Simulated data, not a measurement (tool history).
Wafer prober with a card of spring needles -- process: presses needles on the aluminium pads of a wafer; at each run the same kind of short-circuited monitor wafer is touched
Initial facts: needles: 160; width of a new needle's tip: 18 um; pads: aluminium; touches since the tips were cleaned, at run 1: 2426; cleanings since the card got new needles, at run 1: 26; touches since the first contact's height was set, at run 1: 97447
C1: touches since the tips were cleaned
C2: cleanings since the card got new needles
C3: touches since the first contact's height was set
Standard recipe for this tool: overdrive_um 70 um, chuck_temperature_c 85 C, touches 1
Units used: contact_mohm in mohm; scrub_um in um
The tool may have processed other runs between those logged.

Run 1, hour 0.0: usual settings; C1 2426; C2 26; C3 97447. Result: contact_mohm 177 mohm, scrub_um 14.08 um.
At hour 7.3: tips cleaned on abrasive film.
Run 2, hour 13.8: usual settings but chuck_temperature_c 29 C; C1 827; C2 27; C3 99183. Result: contact_mohm 168 mohm, scrub_um 14.08 um.
Run 3, hour 26.1: usual settings but overdrive_um 78 um; C1 2397; C2 27; C3 100753. Result: contact_mohm 177 mohm, scrub_um 15.40 um.
At hour 32.5: tips cleaned on abrasive film.
Run 4, hour 37.6: usual settings but overdrive_um 78 um; C1 647; C2 28; C3 102193. Result: contact_mohm 180 mohm, scrub_um 15.61 um.
Run 5, hour 49.7: usual settings; C1 2189; C2 28; C3 103735. Result: contact_mohm 182 mohm, scrub_um 14.09 um.
At hour 58.5: tips cleaned on abrasive film.
Run 6, hour 67.8: usual settings; C1 1192; C2 29; C3 106026. Result: contact_mohm 183 mohm, scrub_um 14.09 um.
Run 7, hour 80.3: usual settings but touches 3; C1 2774; C2 29; C3 107608. Result: contact_mohm 179 mohm, scrub_um 14.14 um.
At hour 83.9: tips cleaned on abrasive film.
Run 8, hour 94.7: usual settings but touches 3; C1 1378; C2 30; C3 109424. Result: contact_mohm 182 mohm, scrub_um 13.89 um.
At hour 109.3: tips cleaned on abrasive film.
Run 9, hour 115.5: usual settings but touches 3; C1 781; C2 31; C3 112046. Result: contact_mohm 182 mohm, scrub_um 14.06 um.
Run 10, hour 129.3: usual settings but touches 3; C1 2537; C2 31; C3 113802. Result: contact_mohm 180 mohm, scrub_um 14.18 um.
At hour 135.7: tips cleaned on abrasive film.
Run 11, hour 142.1: usual settings but overdrive_um 62 um; C1 816; C2 32; C3 115423. Result: contact_mohm 184 mohm, scrub_um 12.47 um.
Run 12, hour 159.0: usual settings but overdrive_um 62 um; C1 2955; C2 32; C3 117562. Result: contact_mohm 183 mohm, scrub_um 12.62 um.
At hour 160.8: tips cleaned on abrasive film.
Run 13, hour 177.1: usual settings but chuck_temperature_c 72 C; C1 2063; C2 33; C3 119845. Result: contact_mohm 177 mohm, scrub_um 13.98 um.
At hour 186.5: tips cleaned on abrasive film.
Run 14, hour 187.3: usual settings but chuck_temperature_c 72 C; C1 95; C2 34; C3 121126. Result: contact_mohm 177 mohm, scrub_um 14.13 um.
Run 15, hour 200.2: usual settings but overdrive_um 51 um; C1 1744; C2 34; C3 122775. Result: contact_mohm 185 mohm, scrub_um 10.17 um.
At hour 213.1: tips cleaned on abrasive film.
Run 16, hour 214.9: usual settings but overdrive_um 51 um, touches 2; C1 225; C2 35; C3 124620. Result: contact_mohm 184 mohm, scrub_um 10.29 um.
Run 17, hour 235.1: usual settings but overdrive_um 51 um, touches 2; C1 2798; C2 35; C3 127193. Result: contact_mohm 185 mohm, scrub_um 10.16 um.
At hour 238.5: tips cleaned on abrasive film.
Run 18, hour 249.6: usual settings but overdrive_um 82 um; C1 1399; C2 36; C3 129013. Result: contact_mohm 178 mohm, scrub_um 16.49 um.
At hour 264.0: tips cleaned on abrasive film.
Run 19, hour 267.4: usual settings but overdrive_um 58 um, chuck_temperature_c 26 C, touches 3; C1 438; C2 37; C3 131267. Result: contact_mohm 175 mohm, scrub_um 11.56 um.
Run 20, hour 283.7: usual settings but overdrive_um 60 um, touches 2; C1 2507; C2 37; C3 133336. Result: contact_mohm 182 mohm, scrub_um 11.96 um.
At hour 289.6: tips cleaned on abrasive film.
Run 21, hour 300.4: usual settings but overdrive_um 61 um, chuck_temperature_c 107 C, touches 2; C1 1367; C2 38; C3 135440. Result: contact_mohm 182 mohm, scrub_um 12.28 um.
At hour 314.8: tips cleaned on abrasive film.
Run 22, hour 321.1: usual settings but chuck_temperature_c 33 C; C1 805; C2 39; C3 138067. Result: contact_mohm 168 mohm, scrub_um 14.06 um.
Run 23, hour 337.8: usual settings but overdrive_um 81 um, chuck_temperature_c 46 C; C1 2918; C2 39; C3 140180. Result: contact_mohm 173 mohm, scrub_um 16.21 um.
At hour 340.9: tips cleaned on abrasive film.
Run 24, hour 350.5: usual settings but overdrive_um 81 um, chuck_temperature_c 46 C, touches 2; C1 1213; C2 40; C3 141780. Result: contact_mohm 172 mohm, scrub_um 16.21 um.
Run 25, hour 360.5: usual settings but overdrive_um 78 um, chuck_temperature_c 46 C, touches 2; C1 2485; C2 40; C3 143052. Result: contact_mohm 171 mohm, scrub_um 15.69 um.
At hour 366.2: tips cleaned on abrasive film.
Run 26, hour 381.4: usual settings but overdrive_um 78 um, chuck_temperature_c 46 C, touches 2; C1 1928; C2 41; C3 145690. Result: contact_mohm 173 mohm, scrub_um 15.71 um.
Run 27, hour 390.7: usual settings but overdrive_um 78 um, chuck_temperature_c 46 C, touches 2; C1 3116; C2 41; C3 146878. Result: contact_mohm 169 mohm, scrub_um 15.74 um.
At hour 392.2: tips cleaned on abrasive film.
Run 28, hour 402.0: usual settings but overdrive_um 58 um, chuck_temperature_c 49 C; C1 1251; C2 42; C3 148303. Result: contact_mohm 177 mohm, scrub_um 11.71 um.
At hour 417.8: tips cleaned on abrasive film.
Run 29, hour 422.2: usual settings but overdrive_um 66 um; C1 561; C2 43; C3 150854. Result: contact_mohm 179 mohm, scrub_um 13.40 um.
Run 30, hour 432.7: usual settings but overdrive_um 66 um; C1 1884; C2 43; C3 152177. Result: contact_mohm 184 mohm, scrub_um 13.16 um.
Run 31, hour 441.3: usual settings but overdrive_um 66 um, chuck_temperature_c 51 C; C1 2987; C2 43; C3 153280. Result: contact_mohm 176 mohm, scrub_um 13.27 um.
At hour 443.2: tips cleaned on abrasive film.
Run 32, hour 461.6: usual settings but overdrive_um 66 um, chuck_temperature_c 51 C; C1 2334; C2 44; C3 155844. Result: contact_mohm 174 mohm, scrub_um 13.16 um.
At hour 468.8: tips cleaned on abrasive film.
Run 33, hour 476.9: usual settings but touches 2; C1 1026; C2 45; C3 157768. Result: contact_mohm 180 mohm, scrub_um 13.98 um.

Entry by entry between the runs, the difference in hidden state between the last listed run before and the first listed run after:
Logged between run 1 and run 2: tips cleaned on abrasive film (hour 7.3)
  debris on the tips, nm: 1.5 -> 0.8
Logged between run 3 and run 4: tips cleaned on abrasive film (hour 32.5)
  debris on the tips, nm: 1.5 -> 0.6
Logged between run 5 and run 6: tips cleaned on abrasive film (hour 58.5)
  debris on the tips, nm: 1.4 -> 1
Logged between run 7 and run 8: tips cleaned on abrasive film (hour 83.9)
  debris on the tips, nm: 1.7 -> 1.1; way that the needles fall short of the set height, um: 0.03 -> 0.04
Logged between run 8 and run 9: tips cleaned on abrasive film (hour 109.3)
  debris on the tips, nm: 1.1 -> 0.7
Logged between run 10 and run 11: tips cleaned on abrasive film (hour 135.7)
  debris on the tips, nm: 1.5 -> 0.8
Logged between run 12 and run 13: tips cleaned on abrasive film (hour 160.8)
  debris on the tips, nm: 1.7 -> 1.4
Logged between run 13 and run 14: tips cleaned on abrasive film (hour 186.5)
  debris on the tips, nm: 1.4 -> 0.2
Logged between run 15 and run 16: tips cleaned on abrasive film (hour 213.1)
  debris on the tips, nm: 1.2 -> 0.3
Logged between run 17 and run 18: tips cleaned on abrasive film (hour 238.5)
  debris on the tips, nm: 1.6 -> 1; tips' diameter, um: 18.01 -> 18.02
Logged between run 18 and run 19: tips cleaned on abrasive film (hour 264.0)
  debris on the tips, nm: 1 -> 0.5
Logged between run 20 and run 21: tips cleaned on abrasive film (hour 289.6)
  debris on the tips, nm: 1.5 -> 1; way that the needles fall short of the set height, um: 0.04 -> 0.05
Logged between run 21 and run 22: tips cleaned on abrasive film (hour 314.8)
  debris on the tips, nm: 1 -> 0.8
Logged between run 23 and run 24: tips cleaned on abrasive film (hour 340.9)
  debris on the tips, nm: 1.7 -> 1
Logged between run 25 and run 26: tips cleaned on abrasive film (hour 366.2)
  debris on the tips, nm: 1.5 -> 1.3
Logged between run 27 and run 28: tips cleaned on abrasive film (hour 392.2)
  debris on the tips, nm: 1.7 -> 0.9
Logged between run 28 and run 29: tips cleaned on abrasive film (hour 417.8)
  debris on the tips, nm: 0.9 -> 0.5
Logged between run 31 and run 32: tips cleaned on abrasive film (hour 443.2)
  debris on the tips, nm: 1.6 -> 1.5
Logged between run 32 and run 33: tips cleaned on abrasive film (hour 468.8)
  debris on the tips, nm: 1.5 -> 0.9

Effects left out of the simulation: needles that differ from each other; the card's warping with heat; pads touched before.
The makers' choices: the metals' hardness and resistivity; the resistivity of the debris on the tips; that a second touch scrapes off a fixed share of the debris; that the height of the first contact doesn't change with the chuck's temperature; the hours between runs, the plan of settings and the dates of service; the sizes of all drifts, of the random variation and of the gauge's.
